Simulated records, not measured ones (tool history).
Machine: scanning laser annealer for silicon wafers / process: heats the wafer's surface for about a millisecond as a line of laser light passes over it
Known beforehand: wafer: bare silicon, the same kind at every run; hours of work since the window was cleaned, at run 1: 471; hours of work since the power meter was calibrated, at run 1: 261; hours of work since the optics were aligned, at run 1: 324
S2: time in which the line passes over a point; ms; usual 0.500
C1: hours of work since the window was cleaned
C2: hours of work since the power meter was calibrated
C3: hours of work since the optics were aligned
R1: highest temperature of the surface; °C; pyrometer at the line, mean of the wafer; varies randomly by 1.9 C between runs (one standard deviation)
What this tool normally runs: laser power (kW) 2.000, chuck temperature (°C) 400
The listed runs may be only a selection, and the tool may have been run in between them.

run 1 hour=0.0 | laser_power_(kW)=2.000 S2=0.500 chuck_temperature_(°C)=400 | C1=471 C2=261 C3=324 | R1=1201
run 2 hour=17.5 | laser_power_(kW)=2.000 S2=0.500 chuck_temperature_(°C)=400 | C1=480 C2=269 C3=333 | R1=1203
run 3 hour=26.0 | laser_power_(kW)=2.000 S2=0.500 chuck_temperature_(°C)=423 | C1=484 C2=273 C3=337 | R1=1224
run 4 hour=44.7 | laser_power_(kW)=2.000 S2=0.500 chuck_temperature_(°C)=423 | C1=492 C2=282 C3=346 | R1=1225
run 5 hour=56.1 | laser_power_(kW)=2.000 S2=0.500 chuck_temperature_(°C)=400 | C1=498 C2=288 C3=351 | R1=1202
run 6 hour=70.0 | laser_power_(kW)=2.000 S2=0.459 chuck_temperature_(°C)=400 | C1=504 C2=294 C3=358 | R1=1165
run 7 hour=81.4 | laser_power_(kW)=2.000 S2=0.500 chuck_temperature_(°C)=432 | C1=510 C2=299 C3=363 | R1=1230
run 8 hour=89.8 | laser_power_(kW)=2.000 S2=0.500 chuck_temperature_(°C)=432 | C1=514 C2=304 C3=367 | R1=1232
run 9 hour=107.5 | laser_power_(kW)=2.000 S2=0.500 chuck_temperature_(°C)=432 | C1=522 C2=312 C3=375 | R1=1233
run 10 hour=126.0 | laser_power_(kW)=2.000 S2=0.500 chuck_temperature_(°C)=432 | C1=531 C2=321 C3=384 | R1=1233
run 11 hour=142.3 | laser_power_(kW)=2.000 S2=0.500 chuck_temperature_(°C)=432 | C1=539 C2=328 C3=392 | R1=1231
-- hour=146.7 laser's power meter calibrated
run 12 hour=155.5 | laser_power_(kW)=2.000 S2=0.522 chuck_temperature_(°C)=432 | C1=543 C2=4 C3=397 | R1=1248
run 13 hour=173.2 | laser_power_(kW)=1.846 S2=0.500 chuck_temperature_(°C)=400 | C1=552 C2=13 C3=405 | R1=1133
run 14 hour=185.4 | laser_power_(kW)=1.846 S2=0.500 chuck_temperature_(°C)=400 | C1=558 C2=18 C3=411 | R1=1133
run 15 hour=194.8 | laser_power_(kW)=1.846 S2=0.500 chuck_temperature_(°C)=400 | C1=562 C2=23 C3=415 | R1=1130
run 16 hour=204.6 | laser_power_(kW)=2.146 S2=0.500 chuck_temperature_(°C)=400 | C1=567 C2=27 C3=420 | R1=1259
run 17 hour=218.8 | laser_power_(kW)=1.958 S2=0.500 chuck_temperature_(°C)=400 | C1=574 C2=34 C3=427 | R1=1182
run 18 hour=228.1 | laser_power_(kW)=1.958 S2=0.500 chuck_temperature_(°C)=400 | C1=578 C2=39 C3=431 | R1=1178
-- hour=240.3 laser's power meter calibrated, once more
run 19 hour=249.9 | laser_power_(kW)=2.000 S2=0.500 chuck_temperature_(°C)=400 | C1=587 C2=5 C3=440 | R1=1188
run 20 hour=259.5 | laser_power_(kW)=2.000 S2=0.500 chuck_temperature_(°C)=400 | C1=591 C2=9 C3=445 | R1=1192
run 21 hour=269.1 | laser_power_(kW)=2.000 S2=0.397 chuck_temperature_(°C)=400 | C1=596 C2=14 C3=449 | R1=1102
run 22 hour=280.2 | laser_power_(kW)=2.139 S2=0.425 chuck_temperature_(°C)=392 | C1=601 C2=19 C3=454 | R1=1170
run 23 hour=299.8 | laser_power_(kW)=1.739 S2=0.500 chuck_temperature_(°C)=400 | C1=610 C2=28 C3=464 | R1=1075
run 24 hour=311.2 | laser_power_(kW)=1.732 S2=0.500 chuck_temperature_(°C)=360 | C1=616 C2=34 C3=469 | R1=1035
run 25 hour=320.5 | laser_power_(kW)=1.732 S2=0.500 chuck_temperature_(°C)=360 | C1=620 C2=38 C3=473 | R1=1032
run 26 hour=337.1 | laser_power_(kW)=2.000 S2=0.498 chuck_temperature_(°C)=398 | C1=628 C2=46 C3=481 | R1=1183
run 27 hour=356.7 | laser_power_(kW)=1.813 S2=0.419 chuck_temperature_(°C)=405 | C1=637 C2=55 C3=491 | R1=1050
run 28 hour=371.5 | laser_power_(kW)=1.813 S2=0.419 chuck_temperature_(°C)=405 | C1=644 C2=62 C3=498 | R1=1049
run 29 hour=390.8 | laser_power_(kW)=1.803 S2=0.598 chuck_temperature_(°C)=389 | C1=654 C2=71 C3=507 | R1=1159
run 30 hour=409.1 | laser_power_(kW)=2.000 S2=0.479 chuck_temperature_(°C)=374 | C1=662 C2=80 C3=516 | R1=1149
run 31 hour=419.7 | laser_power_(kW)=1.711 S2=0.562 chuck_temperature_(°C)=376 | C1=667 C2=85 C3=521 | R1=1079
run 32 hour=432.5 | laser_power_(kW)=2.078 S2=0.541 chuck_temperature_(°C)=374 | C1=673 C2=91 C3=527 | R1=1232
run 33 hour=441.1 | laser_power_(kW)=2.003 S2=0.522 chuck_temperature_(°C)=386 | C1=677 C2=95 C3=531 | R1=1191
run 34 hour=452.9 | laser_power_(kW)=2.003 S2=0.522 chuck_temperature_(°C)=386 | C1=683 C2=101 C3=536 | R1=1189
run 35 hour=468.8 | laser_power_(kW)=1.735 S2=0.385 chuck_temperature_(°C)=400 | C1=691 C2=108 C3=544 | R1=985
run 36 hour=482.6 | laser_power_(kW)=2.024 S2=0.504 chuck_temperature_(°C)=400 | C1=697 C2=115 C3=550 | R1=1196
run 37 hour=492.5 | laser_power_(kW)=2.024 S2=0.462 chuck_temperature_(°C)=400 | C1=702 C2=120 C3=555 | R1=1164
run 38 hour=510.6 | laser_power_(kW)=2.024 S2=0.462 chuck_temperature_(°C)=400 | C1=710 C2=128 C3=564 | R1=1168
run 39 hour=519.1 | laser_power_(kW)=2.074 S2=0.500 chuck_temperature_(°C)=364 | C1=714 C2=132 C3=568 | R1=1181
run 40 hour=527.6 | laser_power_(kW)=2.147 S2=0.364 chuck_temperature_(°C)=431 | C1=718 C2=136 C3=572 | R1=1150
run 41 hour=544.4 | laser_power_(kW)=2.000 S2=0.426 chuck_temperature_(°C)=409 | C1=726 C2=144 C3=580 | R1=1131
run 42 hour=556.9 | laser_power_(kW)=2.042 S2=0.434 chuck_temperature_(°C)=371 | C1=732 C2=150 C3=586 | R1=1115

Forecast each of these 3 alternatives for the next run:
run A hour=568.9 | laser_power_(kW)=2.000 S2=0.541 chuck_temperature_(°C)=374 | C1=738 C2=156 C3=591 | R1=?
run B hour=568.9 | laser_power_(kW)=2.145 S2=0.507 chuck_temperature_(°C)=371 | C1=738 C2=156 C3=591 | R1=?
run C hour=568.9 | laser_power_(kW)=1.965 S2=0.426 chuck_temperature_(°C)=361 | C1=738 C2=156 C3=591 | R1=?

run=A R1=1192
run=B R1=1219
run=C R1=1066
Without the tool's hidden state the same runs would have given:
run=A R1=1239
run=B R1=1268
run=C R1=1106

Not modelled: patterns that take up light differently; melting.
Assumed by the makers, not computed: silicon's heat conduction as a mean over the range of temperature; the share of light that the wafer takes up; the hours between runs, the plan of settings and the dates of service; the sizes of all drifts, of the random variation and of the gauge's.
